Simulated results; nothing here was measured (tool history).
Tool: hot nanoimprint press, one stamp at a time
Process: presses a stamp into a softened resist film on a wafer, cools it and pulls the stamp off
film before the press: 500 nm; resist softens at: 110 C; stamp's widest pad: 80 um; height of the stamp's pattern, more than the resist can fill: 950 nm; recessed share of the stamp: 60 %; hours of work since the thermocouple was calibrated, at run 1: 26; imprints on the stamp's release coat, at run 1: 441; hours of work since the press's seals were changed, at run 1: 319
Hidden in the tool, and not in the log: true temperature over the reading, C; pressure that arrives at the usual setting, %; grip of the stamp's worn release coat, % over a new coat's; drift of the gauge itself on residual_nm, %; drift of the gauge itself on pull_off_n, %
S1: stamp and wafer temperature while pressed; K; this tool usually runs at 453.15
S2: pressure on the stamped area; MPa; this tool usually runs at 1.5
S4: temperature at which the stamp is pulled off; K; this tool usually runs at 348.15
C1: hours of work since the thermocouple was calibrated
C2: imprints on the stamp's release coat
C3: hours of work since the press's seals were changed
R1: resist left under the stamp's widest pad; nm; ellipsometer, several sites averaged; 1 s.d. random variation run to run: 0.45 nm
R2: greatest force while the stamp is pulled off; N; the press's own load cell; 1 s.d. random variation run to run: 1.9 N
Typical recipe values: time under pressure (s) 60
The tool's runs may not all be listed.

Run 1, hour 0: usual settings; C1 26; C2 441; C3 319. Result: R1 296.6 nm, R2 143 N.
Run 2, hour 6.7: usual settings but S4 347.15 K; C1 31; C2 459; C3 324. Result: R1 296.6 nm, R2 147 N.
Run 3, hour 13: usual settings but S2 2.27 MPa, S4 347.15 K; C1 35; C2 476; C3 329. Result: R1 246.5 nm, R2 150 N.
Run 4, hour 24: usual settings; C1 44; C2 506; C3 337. Result: R1 297.8 nm, R2 147 N.
Run 5, hour 31.5: usual settings; C1 49; C2 527; C3 343. Result: R1 296.3 nm, R2 147 N.
Run 6, hour 42: usual settings; C1 57; C2 556; C3 351. Result: R1 296.6 nm, R2 146 N.

Predict the results of run 7:
Run 7, hour 47: usual settings; C1 61; C2 570; C3 354. Result: R1 ?, R2 ?.

{"run 7": {"R1": 295.8, "R2": 149}}
With the hidden condition absent and the run-to-run variation left alone, this run would have shown R1 295.8 nm, R2 148 N.
